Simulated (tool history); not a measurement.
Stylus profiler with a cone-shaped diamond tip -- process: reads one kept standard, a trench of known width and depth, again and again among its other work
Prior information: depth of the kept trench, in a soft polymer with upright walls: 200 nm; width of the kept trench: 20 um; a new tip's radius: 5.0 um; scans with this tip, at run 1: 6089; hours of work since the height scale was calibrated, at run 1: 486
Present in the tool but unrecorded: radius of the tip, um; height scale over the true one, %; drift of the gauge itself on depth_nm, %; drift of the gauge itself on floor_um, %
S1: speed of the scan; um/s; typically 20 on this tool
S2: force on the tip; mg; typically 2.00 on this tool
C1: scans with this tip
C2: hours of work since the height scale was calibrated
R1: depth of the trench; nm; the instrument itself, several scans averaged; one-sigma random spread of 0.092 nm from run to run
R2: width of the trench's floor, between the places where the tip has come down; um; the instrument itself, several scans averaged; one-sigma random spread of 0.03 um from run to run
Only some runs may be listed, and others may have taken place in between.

run,hour,S1,S2,C1,C2,R1,R2
1,0.0,20,2.00,6089,486,202.70,17.03
2,51.4,20,2.08,6529,522,202.77,17.03
3,105.3,20,2.08,6990,558,202.77,17.02
4,188.8,20,4.58,7704,616,204.52,17.11
5,277.1,20,2.02,8459,676,202.71,17.08
6,351.4,13,2.00,9095,727,202.61,17.08
7,410.1,13,2.00,9597,767,202.56,17.07
8,484.9,13,2.00,10237,818,202.68,17.07
9,561.5,20,2.00,10892,870,202.73,16.98
10,606.7,20,2.00,11279,901,202.70,17.08
11,652.3,20,2.00,11669,932,202.65,17.10
12,742.1,20,2.00,12437,994,202.70,17.05
13,827.8,20,2.00,13171,1052,202.80,17.04
14,902.4,20,2.00,13809,1103,202.59,17.03
15,982.9,20,2.00,14498,1158,202.76,17.06
# hour 991.4: new tip fitted, height scale calibrated
16,1073.5,20,2.00,702,56,202.69,17.06
17,1149.7,20,1.88,1354,108,202.57,17.05
18,1230.8,20,2.00,2048,164,202.59,17.03
19,1305.0,20,2.00,2683,214,202.77,16.98
20,1366.8,20,2.25,3212,257,202.85,17.03
21,1429.7,76,5.59,3750,300,205.31,16.86
22,1486.2,58,2.46,4233,338,203.06,16.86
23,1535.2,13,3.93,4652,372,204.08,17.17
24,1585.8,8,5.92,5085,406,205.55,17.18
25,1675.8,21,4.74,5855,468,204.75,17.07
26,1723.8,21,4.74,6266,501,204.73,17.03
27,1793.4,20,0.76,6861,548,201.45,16.93
28,1850.7,10,2.93,7351,587,203.39,17.19
29,1918.3,10,2.93,7930,634,203.48,17.12
30,1957.5,20,0.88,8265,660,201.58,17.03
31,2023.0,19,1.34,8825,705,202.01,17.02
32,2059.9,12,1.15,9141,730,201.88,17.06
33,2106.8,10,0.89,9542,762,201.70,17.06
34,2160.3,10,0.89,10000,799,201.52,17.08
35,2207.7,10,1.21,10406,831,201.86,17.08
36,2297.6,10,1.21,11174,893,201.98,17.06
37,2362.9,10,1.21,11733,937,201.93,17.11
38,2434.2,10,1.21,12343,986,201.85,17.07
39,2480.1,34,5.72,12735,1017,205.39,17.10

Hidden condition of the tool, last listed run before each entry between runs versus first listed run after:
Runs 15 to 16: new tip fitted, height scale calibrated (hour 991.4)
  radius of the tip, um: 5.07 -> 5; height scale over the true one, %: -0.004 -> 0
